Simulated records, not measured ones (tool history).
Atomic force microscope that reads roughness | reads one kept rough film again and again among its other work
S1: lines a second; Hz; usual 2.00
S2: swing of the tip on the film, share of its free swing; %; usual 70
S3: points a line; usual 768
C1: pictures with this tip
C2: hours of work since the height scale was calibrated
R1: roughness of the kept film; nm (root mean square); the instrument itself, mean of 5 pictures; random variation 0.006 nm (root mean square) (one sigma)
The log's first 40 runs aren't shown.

run,hour,S1,S2,S3,C1,C2,R1
# hour 1610.0: new tip fitted
41,1625.5,2.00,70,390,18,1559,1.063
42,1673.6,3.23,59,430,73,1595,1.011
43,1706.0,0.75,70,946,110,1620,1.024
44,1747.1,3.05,79,768,157,1650,0.768
# hour 1770.5: new tip fitted
45,1796.5,2.67,68,325,30,1687,1.008
46,1851.2,2.67,68,325,93,1728,0.928
47,1875.9,2.67,68,528,121,1747,0.909
48,1923.0,2.67,68,528,175,1782,0.850

3 ways to go on from here, each from the tool as it stands after run 48. What would each give?
# hour 1931.1: new tip fitted
A,1957.0,1.06,77,906,29,1807,?
# hour 1931.1: new tip fitted
B,1957.0,2.67,79,528,29,1807,?
# hour 1931.1: new tip fitted
C,1957.0,1.90,79,417,29,1807,?

run,R1
A,1.061
B,0.931
C,0.984
Without the tool's hidden state the same runs would have given:
run,R1
A,1.141
B,1.000
C,1.057

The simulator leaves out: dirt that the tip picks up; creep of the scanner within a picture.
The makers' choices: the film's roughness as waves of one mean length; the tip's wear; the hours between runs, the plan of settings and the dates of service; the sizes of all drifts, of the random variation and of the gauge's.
